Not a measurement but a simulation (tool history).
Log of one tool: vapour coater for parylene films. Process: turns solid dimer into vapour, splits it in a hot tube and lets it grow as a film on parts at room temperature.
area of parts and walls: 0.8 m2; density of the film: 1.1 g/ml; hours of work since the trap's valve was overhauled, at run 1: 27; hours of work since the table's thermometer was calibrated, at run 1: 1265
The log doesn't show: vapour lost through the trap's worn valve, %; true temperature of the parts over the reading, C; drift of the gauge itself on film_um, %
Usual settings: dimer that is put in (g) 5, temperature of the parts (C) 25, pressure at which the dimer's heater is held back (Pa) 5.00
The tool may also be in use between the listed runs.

run	hour	dimer that is put in (g)	temperature of the parts (C)	pressure at which the dimer's heater is held back (Pa)	hours of work since the trap's valve was overhauled	hours of work since the table's thermometer was calibrated	thickness of the film (µm)
1	0.0	5	25	5.00	27	1265	4.02
2	34.2	5	19	5.00	56	1293	4.82
3	77.7	5	19	5.00	92	1329	4.74
4	126.7	5	19	5.00	133	1370	4.69
5	151.2	5	19	5.00	153	1390	4.67
6	190.1	5	19	5.00	185	1422	4.65
7	246.9	5	19	5.00	232	1469	4.58
# hour 289.6: trap's valve overhauled
8	302.9	5	19	5.00	11	1512	4.92
9	343.0	5	25	5.00	44	1546	4.06
10	397.2	4	25	5.00	89	1590	3.19
11	439.5	4	25	5.00	124	1626	3.20
12	464.7	4	25	5.00	145	1646	3.16
13	503.6	4	25	5.00	177	1679	3.12
14	530.3	4	25	5.00	199	1701	3.13
15	570.5	2	25	5.00	233	1734	1.54
# hour 611.3: trap's valve overhauled
16	628.2	2	34	5.00	14	1779	1.27
17	663.5	2	34	5.00	43	1808	1.25
18	687.4	2	34	5.00	63	1828	1.25
19	728.3	6	25	5.00	97	1862	4.81
20	764.9	6	25	5.00	127	1892	4.79
21	795.1	6	25	5.00	152	1917	4.76
22	839.5	6	25	5.00	189	1954	4.70
23	893.3	6	25	5.00	234	1998	4.63
24	916.1	6	25	5.00	253	2017	4.63
# hour 936.8: trap's valve overhauled
25	970.8	6	25	5.00	28	2059	4.95
26	1023.1	4	33	2.33	72	2103	3.10
27	1069.9	7	33	2.33	110	2141	5.35
28	1120.1	3	17	5.00	152	2183	3.00
29	1157.7	5	35	5.00	183	2214	2.91
30	1195.1	5	35	5.00	214	2245	2.89
31	1220.4	4	25	5.00	235	2266	3.09
32	1247.2	4	25	5.00	257	2288	3.10
# hour 1261.0: trap's valve overhauled
33	1290.2	3	30	3.71	24	2321	2.30
34	1331.3	5	33	3.81	58	2355	3.46
35	1367.4	8	33	3.09	88	2385	5.77
36	1404.3	8	19	3.09	119	2415	8.60
37	1444.4	8	20	2.34	152	2448	8.51
# hour 1470.5: table's thermometer calibrated
38	1481.5	8	18	6.56	182	9	7.08
39	1514.3	6	25	5.00	209	36	4.53
40	1558.2	7	25	11.89	246	73	4.26
# hour 1585.8: trap's valve overhauled
41	1590.2	3	25	3.45	4	96	2.65
42	1644.9	4	17	3.82	49	141	4.32
43	1697.8	4	17	3.82	93	185	4.27
44	1729.6	4	19	3.82	119	211	4.00
45	1756.8	4	25	5.00	142	234	3.11
46	1802.4	2	20	10.62	179	272	1.49
47	1836.1	2	36	5.00	207	300	1.10

Forecast each of these 3 alternatives for the next run:
A	1864.3	2	22	5.00	231	323	?
B	1864.3	4	22	2.90	231	323	?
C	1864.3	4	34	4.44	231	323	?

run	thickness of the film (µm)
A	1.66
B	3.81
C	2.39
Without the tool's hidden state the same runs would have given:
run	thickness of the film (µm)
A	1.77
B	4.04
C	2.54

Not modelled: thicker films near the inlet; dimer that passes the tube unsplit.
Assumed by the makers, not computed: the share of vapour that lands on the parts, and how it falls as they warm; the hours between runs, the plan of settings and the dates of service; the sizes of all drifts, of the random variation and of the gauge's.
